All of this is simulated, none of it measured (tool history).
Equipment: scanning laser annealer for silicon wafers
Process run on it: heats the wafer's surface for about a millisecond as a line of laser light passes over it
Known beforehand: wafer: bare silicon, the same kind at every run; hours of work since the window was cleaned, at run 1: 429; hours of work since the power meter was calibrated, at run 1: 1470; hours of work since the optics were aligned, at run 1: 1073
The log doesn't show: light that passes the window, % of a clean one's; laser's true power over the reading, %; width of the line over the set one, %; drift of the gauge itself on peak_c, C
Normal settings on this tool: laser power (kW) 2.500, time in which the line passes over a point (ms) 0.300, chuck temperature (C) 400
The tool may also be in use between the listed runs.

| run | day | laser power (kW) | time in which the line passes over a point (ms) | chuck temperature (C) | hours of work since the window was cleaned | hours of work since the power meter was calibrated | hours of work since the optics were aligned | highest temperature of the surface (C) |
|---|---|---|---|---|---|---|---|---|
| 1 | 0.000 | 2.500 | 0.300 | 400 | 429 | 1470 | 1073 | 1179 |
| 2 | 3.321 | 2.500 | 0.300 | 400 | 468 | 1510 | 1113 | 1178 |
| 3 | 5.325 | 2.500 | 0.300 | 400 | 492 | 1534 | 1137 | 1181 |
| 4 | 8.454 | 2.500 | 0.300 | 400 | 530 | 1571 | 1175 | 1176 |
| 5 | 11.771 | 2.500 | 0.300 | 400 | 570 | 1611 | 1214 | 1176 |
|  | 14.421 | window over the wafer cleaned |
| 6 | 15.450 | 2.500 | 0.300 | 400 | 12 | 1654 | 1257 | 1188 |
| 7 | 18.129 | 2.500 | 0.300 | 400 | 44 | 1686 | 1290 | 1191 |
| 8 | 21.408 | 2.211 | 0.300 | 400 | 84 | 1725 | 1329 | 1076 |
| 9 | 23.796 | 2.500 | 0.251 | 400 | 112 | 1754 | 1357 | 1117 |
| 10 | 26.529 | 2.500 | 0.251 | 400 | 145 | 1786 | 1390 | 1113 |
| 11 | 28.642 | 2.500 | 0.262 | 400 | 170 | 1812 | 1415 | 1129 |
| 12 | 30.338 | 2.500 | 0.262 | 400 | 191 | 1832 | 1436 | 1127 |
| 13 | 32.854 | 2.500 | 0.262 | 400 | 221 | 1862 | 1466 | 1127 |
| 14 | 36.108 | 2.379 | 0.300 | 400 | 260 | 1901 | 1505 | 1131 |
|  | 37.433 | optics aligned, line set to its width |
| 15 | 38.800 | 2.379 | 0.300 | 400 | 289 | 1931 | 16 | 1150 |
| 16 | 40.838 | 2.379 | 0.300 | 400 | 314 | 1955 | 41 | 1149 |
| 17 | 42.425 | 2.379 | 0.300 | 400 | 333 | 1974 | 60 | 1152 |
| 18 | 46.083 | 2.379 | 0.300 | 367 | 377 | 2018 | 104 | 1115 |
| 19 | 48.938 | 2.379 | 0.300 | 367 | 411 | 2052 | 138 | 1117 |
| 20 | 51.858 | 2.542 | 0.369 | 437 | 446 | 2087 | 173 | 1335 |
| 21 | 55.658 | 2.334 | 0.369 | 437 | 491 | 2133 | 218 | 1243 |
| 22 | 58.025 | 2.229 | 0.335 | 400 | 520 | 2161 | 247 | 1129 |
| 23 | 61.488 | 2.188 | 0.284 | 371 | 561 | 2203 | 288 | 1023 |
| 24 | 63.629 | 2.188 | 0.284 | 371 | 587 | 2228 | 314 | 1020 |
|  | 64.650 | window over the wafer cleaned |
| 25 | 66.838 | 2.128 | 0.233 | 402 | 26 | 2266 | 351 | 984 |
| 26 | 70.533 | 2.128 | 0.233 | 402 | 70 | 2310 | 395 | 980 |
| 27 | 73.021 | 2.128 | 0.233 | 402 | 100 | 2340 | 425 | 980 |
| 28 | 76.283 | 2.128 | 0.251 | 409 | 139 | 2379 | 464 | 1010 |
| 29 | 78.967 | 2.514 | 0.300 | 417 | 171 | 2411 | 496 | 1220 |
| 30 | 81.479 | 2.514 | 0.300 | 417 | 202 | 2441 | 526 | 1220 |
| 31 | 84.825 | 2.708 | 0.214 | 417 | 242 | 2481 | 566 | 1151 |
| 32 | 88.254 | 2.139 | 0.276 | 383 | 283 | 2522 | 607 | 1010 |
| 33 | 91.254 | 2.639 | 0.276 | 383 | 319 | 2558 | 643 | 1191 |
| 34 | 92.962 | 2.639 | 0.276 | 383 | 339 | 2578 | 664 | 1191 |
| 35 | 96.300 | 2.639 | 0.276 | 383 | 379 | 2618 | 704 | 1190 |
| 36 | 98.662 | 2.541 | 0.300 | 400 | 407 | 2647 | 732 | 1206 |

Results per run with the tool's hidden condition removed, run-to-run variation unchanged:
| run | highest temperature of the surface (C) |
|---|---|
| 1 | 1204 |
| 2 | 1204 |
| 3 | 1208 |
| 4 | 1205 |
| 5 | 1206 |
| 6 | 1205 |
| 7 | 1209 |
| 8 | 1093 |
| 9 | 1136 |
| 10 | 1133 |
| 11 | 1150 |
| 12 | 1149 |
| 13 | 1149 |
| 14 | 1155 |
| 15 | 1157 |
| 16 | 1157 |
| 17 | 1160 |
| 18 | 1125 |
| 19 | 1128 |
| 20 | 1349 |
| 21 | 1258 |
| 22 | 1143 |
| 23 | 1037 |
| 24 | 1035 |
| 25 | 985 |
| 26 | 982 |
| 27 | 983 |
| 28 | 1014 |
| 29 | 1227 |
| 30 | 1228 |
| 31 | 1160 |
| 32 | 1018 |
| 33 | 1203 |
| 34 | 1204 |
| 35 | 1204 |
| 36 | 1222 |
